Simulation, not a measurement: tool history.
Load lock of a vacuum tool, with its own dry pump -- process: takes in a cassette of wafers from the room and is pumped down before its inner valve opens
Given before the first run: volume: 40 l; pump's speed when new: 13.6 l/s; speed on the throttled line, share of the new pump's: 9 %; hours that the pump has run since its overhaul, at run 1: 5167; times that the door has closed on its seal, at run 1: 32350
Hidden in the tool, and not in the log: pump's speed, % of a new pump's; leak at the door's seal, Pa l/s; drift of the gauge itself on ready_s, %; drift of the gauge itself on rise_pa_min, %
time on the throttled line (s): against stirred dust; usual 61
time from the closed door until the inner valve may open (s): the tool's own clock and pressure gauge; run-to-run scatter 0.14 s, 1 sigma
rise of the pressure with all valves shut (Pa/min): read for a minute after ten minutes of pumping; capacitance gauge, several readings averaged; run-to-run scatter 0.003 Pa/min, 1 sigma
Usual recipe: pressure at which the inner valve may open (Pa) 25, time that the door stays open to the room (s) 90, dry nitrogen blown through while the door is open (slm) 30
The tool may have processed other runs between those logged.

run    hour  time on the throttled line (s)  pressure at which the inner valve may open (Pa)  time that the door stays open to the room (s)  dry nitrogen blown through while the door is open (slm)  hours that the pump has run since its overhaul  times that the door has closed on its seal  incoming humidity of the room's air, %  time from the closed door until the inner valve may open (s)  rise of the pressure with all valves shut (Pa/min)
  1     0.0                              61                                               25                                             90                                                       30                                            5167                                       32350                                    45.3                                                          80.5                                               0.169
  2   126.9                              61                                               25                                             90                                                       30                                            5294                                       32767                                    46.2                                                          80.6                                               0.173
  3   191.8                              61                                               25                                             90                                                       30                                            5359                                       32981                                    45.7                                                          80.5                                               0.183
  4   291.5                              61                                               25                                             51                                                       30                                            5459                                       33309                                    44.3                                                          80.6                                               0.176
  5   374.5                              61                                               25                                             51                                                       30                                            5542                                       33581                                    45.3                                                          80.4                                               0.182
  6   461.4                              61                                               25                                             51                                                       30                                            5629                                       33867                                    46.0                                                          80.6                                               0.179
  7   551.9                              61                                               25                                             51                                                       30                                            5719                                       34165                                    41.7                                                          80.7                                               0.185
  8   664.7                              61                                               25                                             51                                                       30                                            5832                                       34536                                    42.7                                                          80.6                                               0.181
  9   723.3                              61                                               25                                             51                                                       30                                            5891                                       34729                                    45.8                                                          80.6                                               0.186
 10   778.6                              61                                               25                                             51                                                       30                                            5946                                       34910                                    49.7                                                          80.6                                               0.199
 11   863.5                              61                                               25                                             90                                                       30                                            6031                                       35190                                    45.8                                                          80.6                                               0.199
 12   983.8                              69                                               33                                             90                                                       30                                            6151                                       35585                                    45.8                                                          86.9                                               0.201
 13  1080.9                              69                                               49                                            194                                                       17                                            6248                                       35905                                    48.9                                                          85.9                                               0.224
 14  1189.3                              69                                               49                                            194                                                       17                                            6357                                       36261                                    44.6                                                          86.0                                               0.225
 15  1289.0                              67                                               44                                            192                                                       34                                            6456                                       36589                                    43.0                                                          84.5                                               0.213
 16  1349.0                              30                                               49                                            143                                                       23                                            6516                                       36786                                    48.8                                                          50.4                                               0.219
 17  1413.2                              61                                               36                                            144                                                       30                                            6580                                       36997                                    46.2                                                          79.6                                               0.217
 18  1519.2                              61                                               24                                             66                                                       30                                            6687                                       37346                                    44.8                                                          80.6                                               0.208
 19  1623.4                              61                                               24                                             66                                                       30                                            6791                                       37689                                    43.4                                                          80.6                                               0.216
 20  1712.5                              44                                               22                                            161                                                       30                                            6880                                       37982                                    46.7                                                          65.6                                               0.222

Difference, measured minus no-hidden-state, one row per run. Run-to-run variation is common to both terms; the gauge's own scatter need not be:
run  time from the closed door until the inner valve may open (s)  rise of the pressure with all valves shut (Pa/min)
  1                                                          +0.4                                              +0.160
  2                                                          +0.5                                              +0.159
  3                                                          +0.4                                              +0.164
  4                                                          +0.5                                              +0.167
  5                                                          +0.5                                              +0.168
  6                                                          +0.5                                              +0.171
  7                                                          +0.5                                              +0.172
  8                                                          +0.6                                              +0.174
  9                                                          +0.5                                              +0.175
 10                                                          +0.6                                              +0.179
 11                                                          +0.6                                              +0.180
 12                                                          +0.6                                              +0.186
 13                                                          +0.5                                              +0.188
 14                                                          +0.5                                              +0.188
 15                                                          +0.6                                              +0.193
 16                                                          +0.6                                              +0.194
 17                                                          +0.6                                              +0.194
 18                                                          +0.6                                              +0.199
 19                                                          +0.6                                              +0.201
 20                                                          +0.7                                              +0.203

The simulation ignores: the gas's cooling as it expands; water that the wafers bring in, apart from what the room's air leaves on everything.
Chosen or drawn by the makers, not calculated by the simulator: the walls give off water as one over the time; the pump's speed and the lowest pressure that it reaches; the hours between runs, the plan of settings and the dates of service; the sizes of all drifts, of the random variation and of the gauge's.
